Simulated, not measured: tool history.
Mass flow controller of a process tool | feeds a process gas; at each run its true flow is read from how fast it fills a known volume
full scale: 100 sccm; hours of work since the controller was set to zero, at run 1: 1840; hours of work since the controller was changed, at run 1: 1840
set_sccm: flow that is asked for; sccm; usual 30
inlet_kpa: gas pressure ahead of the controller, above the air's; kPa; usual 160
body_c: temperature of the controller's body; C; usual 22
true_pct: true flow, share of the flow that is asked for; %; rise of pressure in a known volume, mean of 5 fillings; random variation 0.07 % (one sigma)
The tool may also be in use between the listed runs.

run      day  set_sccm  inlet_kpa  body_c  hours of work since the controller was set to zero  hours of work since the controller was changed  true_pct
  1        0        30        160      22                                                1840                                            1840     98.61
  2    4.812        30        141      22                                                1886                                            1886     98.76
  3    8.667        30        141      22                                                1923                                            1923     98.71
  4   14.262        30        141      22                                                1977                                            1977     98.71
  5   19.675        30        141      22                                                2029                                            2029     98.67
  6   22.767        30        141      22                                                2058                                            2058     98.74
  7   26.542        30        141      34                                                2095                                            2095     98.32
  8   29.483        30        143      22                                                2123                                            2123     98.71
  9   35.533        30        143      22                                                2181                                            2181     98.72
 10   38.188        30        143      22                                                2206                                            2206      98.7
 11   42.917        30        143      27                                                2252                                            2252     98.41
 12   46.983        30        143      27                                                2291                                            2291     98.43
 13       52        30        143      27                                                2339                                            2339     98.43
 14   55.438        30        143      27                                                2372                                            2372     98.44
 15   58.388        30        143      27                                                2400                                            2400      98.5
 16   64.088        93        249      39                                                2455                                            2455     99.13
 17   69.267        93        249      39                                                2505                                            2505     99.12
 18     72.6        45        160      34                                                2537                                            2537     98.53
 19   75.225        15        190      26                                                2562                                            2562     97.93
 20   78.325        53        206      21                                                2592                                            2592     98.95
 21   83.654        29        251      31                                                2643                                            2643     97.86
 22   87.279        29        251      31                                                2678                                            2678     97.68
 23   91.138        50        223      37                                                2715                                            2715     98.34
 24   94.254        50        223      34                                                2745                                            2745     98.38
 25  100.196        52        223      22                                                2802                                            2802     98.84

Forecast each of these 5 alternatives for the next run:
  A  104.496        30        217      39                                                2843                                            2843         ?
  B  104.496        36        277      27                                                2843                                            2843         ?
  C  104.496        56        179      22                                                2843                                            2843         ?
  D  104.496        30        232      22                                                2843                                            2843         ?
  E  104.496        67        155      21                                                2843                                            2843         ?

run  true_pct
  A     97.78
  B     98.09
  C     99.14
  D     98.23
  E     99.63
Without the tool's hidden state the same runs would have given:
run  true_pct
  A     97.79
  B      98.1
  C     99.14
  D     98.24
  E     99.64
